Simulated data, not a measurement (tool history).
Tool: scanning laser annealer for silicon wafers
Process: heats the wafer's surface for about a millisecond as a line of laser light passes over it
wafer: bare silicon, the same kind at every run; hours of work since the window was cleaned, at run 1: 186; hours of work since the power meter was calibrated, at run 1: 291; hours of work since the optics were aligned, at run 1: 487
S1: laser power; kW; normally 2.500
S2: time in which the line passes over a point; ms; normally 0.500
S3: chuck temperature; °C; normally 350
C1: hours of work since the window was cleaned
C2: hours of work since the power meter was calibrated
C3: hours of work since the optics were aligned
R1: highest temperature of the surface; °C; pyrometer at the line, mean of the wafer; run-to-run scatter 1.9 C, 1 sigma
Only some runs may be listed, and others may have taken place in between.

| run | hour | S1 | S2 | S3 | C1 | C2 | C3 | R1 |
|---|---|---|---|---|---|---|---|---|
| 1 | 0.0 | 2.500 | 0.500 | 350 | 186 | 291 | 487 | 1083 |
| 2 | 16.3 | 2.500 | 0.500 | 350 | 199 | 303 | 499 | 1082 |
| 3 | 31.2 | 2.500 | 0.500 | 361 | 210 | 315 | 510 | 1094 |
| 4 | 52.3 | 2.500 | 0.500 | 361 | 226 | 330 | 526 | 1091 |
| 5 | 71.3 | 2.500 | 0.358 | 350 | 240 | 345 | 541 | 950 |
| 6 | 80.1 | 2.500 | 0.358 | 350 | 247 | 351 | 547 | 949 |
| 7 | 93.8 | 2.500 | 0.500 | 350 | 257 | 362 | 558 | 1082 |
| 8 | 107.3 | 2.500 | 0.500 | 350 | 268 | 372 | 568 | 1077 |
| 9 | 123.6 | 2.300 | 0.500 | 350 | 280 | 384 | 580 | 1008 |
| 10 | 135.3 | 2.300 | 0.500 | 350 | 289 | 393 | 589 | 1009 |
| 11 | 152.0 | 2.300 | 0.500 | 350 | 301 | 406 | 601 | 1007 |
| 12 | 166.1 | 2.500 | 0.368 | 350 | 312 | 416 | 612 | 955 |
| 13 | 183.7 | 2.500 | 0.500 | 350 | 325 | 430 | 625 | 1073 |
| 14 | 201.5 | 2.500 | 0.500 | 350 | 339 | 443 | 639 | 1075 |
| 15 | 216.0 | 2.500 | 0.500 | 350 | 349 | 454 | 650 | 1073 |
| 16 | 232.5 | 2.500 | 0.500 | 350 | 362 | 466 | 662 | 1072 |
| 17 | 249.2 | 2.500 | 0.500 | 358 | 375 | 479 | 675 | 1082 |
| 18 | 265.1 | 2.500 | 0.500 | 350 | 387 | 491 | 687 | 1073 |
| 19 | 286.3 | 2.404 | 0.500 | 350 | 403 | 507 | 703 | 1039 |
| 20 | 301.9 | 2.404 | 0.500 | 350 | 414 | 519 | 715 | 1037 |
|  | 306.6 | laser's power meter calibrated |
| 21 | 320.1 | 2.338 | 0.500 | 350 | 426 | 10 | 726 | 1014 |
| 22 | 333.2 | 2.338 | 0.500 | 350 | 436 | 20 | 736 | 1018 |
| 23 | 351.8 | 2.500 | 0.615 | 317 | 450 | 34 | 750 | 1127 |
| 24 | 372.3 | 2.500 | 0.615 | 317 | 465 | 50 | 765 | 1131 |
| 25 | 381.7 | 2.133 | 0.574 | 346 | 472 | 57 | 773 | 989 |
| 26 | 391.7 | 2.133 | 0.574 | 346 | 480 | 64 | 780 | 992 |
|  | 395.7 | laser's power meter calibrated, once more |
| 27 | 407.6 | 2.133 | 0.574 | 346 | 490 | 9 | 790 | 986 |
| 28 | 422.6 | 2.462 | 0.457 | 389 | 501 | 20 | 801 | 1055 |
| 29 | 433.4 | 2.265 | 0.461 | 351 | 509 | 28 | 809 | 951 |
| 30 | 446.3 | 2.500 | 0.436 | 350 | 519 | 38 | 819 | 1007 |
| 31 | 464.4 | 2.500 | 0.436 | 350 | 532 | 52 | 833 | 1008 |
|  | 482.3 | optics aligned, line set to its width |
| 32 | 483.9 | 2.500 | 0.557 | 323 | 543 | 63 | 1 | 1093 |
| 33 | 500.1 | 2.500 | 0.557 | 323 | 556 | 75 | 13 | 1093 |
| 34 | 509.4 | 2.500 | 0.548 | 383 | 563 | 82 | 20 | 1142 |
| 35 | 530.6 | 2.150 | 0.420 | 337 | 579 | 98 | 36 | 883 |
| 36 | 543.0 | 2.229 | 0.367 | 363 | 588 | 107 | 46 | 887 |
| 37 | 553.6 | 2.275 | 0.603 | 382 | 596 | 115 | 54 | 1103 |
| 38 | 568.2 | 2.582 | 0.500 | 350 | 607 | 126 | 65 | 1094 |
| 39 | 579.9 | 2.486 | 0.613 | 362 | 616 | 135 | 74 | 1166 |
| 40 | 595.1 | 2.193 | 0.509 | 339 | 627 | 147 | 85 | 964 |
| 41 | 614.1 | 2.193 | 0.509 | 339 | 642 | 161 | 99 | 960 |

Measured minus without-hidden-state, run by run (identical run-to-run variation in each term; gauge scatter may differ):
Hidden state at play: light that passes the window, % of a clean one's; laser's true power over the reading, %; width of the line over the set one, %; drift of the gauge itself on peak_c, C.
| run | R1 |
|---|---|
| 1 | -19 |
| 2 | -20 |
| 3 | -20 |
| 4 | -21 |
| 5 | -18 |
| 6 | -18 |
| 7 | -23 |
| 8 | -23 |
| 9 | -21 |
| 10 | -22 |
| 11 | -23 |
| 12 | -21 |
| 13 | -26 |
| 14 | -27 |
| 15 | -27 |
| 16 | -28 |
| 17 | -29 |
| 18 | -29 |
| 19 | -29 |
| 20 | -29 |
| 21 | -28 |
| 22 | -28 |
| 23 | -35 |
| 24 | -36 |
| 25 | -28 |
| 26 | -29 |
| 27 | -33 |
| 28 | -34 |
| 29 | -32 |
| 30 | -36 |
| 31 | -36 |
| 32 | -29 |
| 33 | -29 |
| 34 | -29 |
| 35 | -22 |
| 36 | -21 |
| 37 | -30 |
| 38 | -32 |
| 39 | -35 |
| 40 | -27 |
| 41 | -27 |
